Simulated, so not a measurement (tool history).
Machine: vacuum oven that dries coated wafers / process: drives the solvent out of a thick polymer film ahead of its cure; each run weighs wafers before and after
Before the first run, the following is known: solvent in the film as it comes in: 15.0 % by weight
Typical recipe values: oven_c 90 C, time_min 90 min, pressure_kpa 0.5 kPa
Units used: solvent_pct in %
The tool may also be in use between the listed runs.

run,hour,oven_c,time_min,pressure_kpa,solvent_pct
1,0,90,90,0.5,1.38
2,28.2,90,90,0.5,1.42
3,58.4,90,90,0.5,1.43
4,91.6,90,90,0.5,1.39
5,135,90,90,0.5,1.44
6,157.2,90,90,0.5,1.44
7,180.9,90,90,0.5,1.47
8,202.1,90,90,0.5,1.44
9,226.4,90,90,0.5,1.41
10,253.2,90,90,0.5,1.42
11,286.6,90,90,0.5,1.47
12,324.1,90,90,0.5,1.49
# hour 328.3: oven's thermocouples calibrated
13,359.4,90,90,0.5,1.44
14,381.9,90,90,0.5,1.42
15,414.3,80,90,0.5,3.69
16,435,80,90,0.5,3.63
17,468.2,80,90,0.5,3.7
18,509.4,77,90,0.5,4.72
19,542.3,79,90,0.5,4.08
20,563.4,97,90,1.064,1.53
21,594.1,97,74,1.587,2.23
# hour 603.7: oven's thermocouples calibrated, once more
22,628.9,89,86,0.925,2.61
23,652.4,81,90,0.492,3.9
24,674.8,81,90,0.492,3.77
25,696.7,79,103,0.603,4.34
26,734.7,79,103,0.603,4.28
27,764.3,79,103,0.603,4.26
28,787,90,113,0.5,1.35

Run 29 is up next; what results do you expect?
29,810.1,90,113,0.5,?

Run 29 gave solvent_pct 1.43 %.
Were there no unlogged condition in the tool, this run, its random variation unchanged, would have produced solvent_pct 1.11 %.
